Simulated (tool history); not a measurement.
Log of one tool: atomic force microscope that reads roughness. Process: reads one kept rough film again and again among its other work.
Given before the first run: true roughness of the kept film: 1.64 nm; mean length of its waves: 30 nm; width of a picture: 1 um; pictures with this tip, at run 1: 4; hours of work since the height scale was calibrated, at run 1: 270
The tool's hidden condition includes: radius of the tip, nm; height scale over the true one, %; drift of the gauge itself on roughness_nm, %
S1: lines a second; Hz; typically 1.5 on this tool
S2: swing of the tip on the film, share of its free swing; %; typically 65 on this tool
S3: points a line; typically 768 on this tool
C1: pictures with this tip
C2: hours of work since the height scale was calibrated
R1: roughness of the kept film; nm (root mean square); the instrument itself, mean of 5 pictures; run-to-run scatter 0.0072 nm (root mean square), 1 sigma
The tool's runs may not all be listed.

run   hour    S1  S2    S3  C1   C2     R1
  1      0   1.5  65   768   4  270  1.493
  2    8.4   1.5  79   768  14  275  1.446
  3   14.9   1.5  79   768  22  278  1.427
  4   21.8   1.5  59   768  30  282  1.461
  5     29   1.5  65   768  39  285  1.436
  6   38.3   1.5  65   768  50  290  1.428
  7   53.2   1.5  65   768  67  298  1.398
  8   64.2   0.7  63   768  80  304  1.404
  9     78  1.61  62   768  97  311  1.357
      80.4  -- new tip fitted
 10   89.9  1.61  62   768  11  317  1.478
 11    102  0.73  86  1018  26  323  1.448
 12  110.5  0.73  85  1018  36  327  1.431

Below are 5 alternative next runs, each starting from the tool's condition after run 12. Predict each:
  A  124.1  1.77  58   746  52  334   ?
  B  124.1  1.17  62   996  52  334   ?
  C  124.1  0.68  85   947  52  334   ?
  D  124.1  3.35  85  1018  52  334   ?
  E  124.1   1.5  87   357  52  334   ?

run     R1
  A  1.412
  B  1.435
  C  1.403
  D   1.28
  E  1.342
What these runs would have given with no unlogged condition in the tool:
run     R1
  A  1.497
  B  1.521
  C  1.488
  D  1.357
  E  1.423
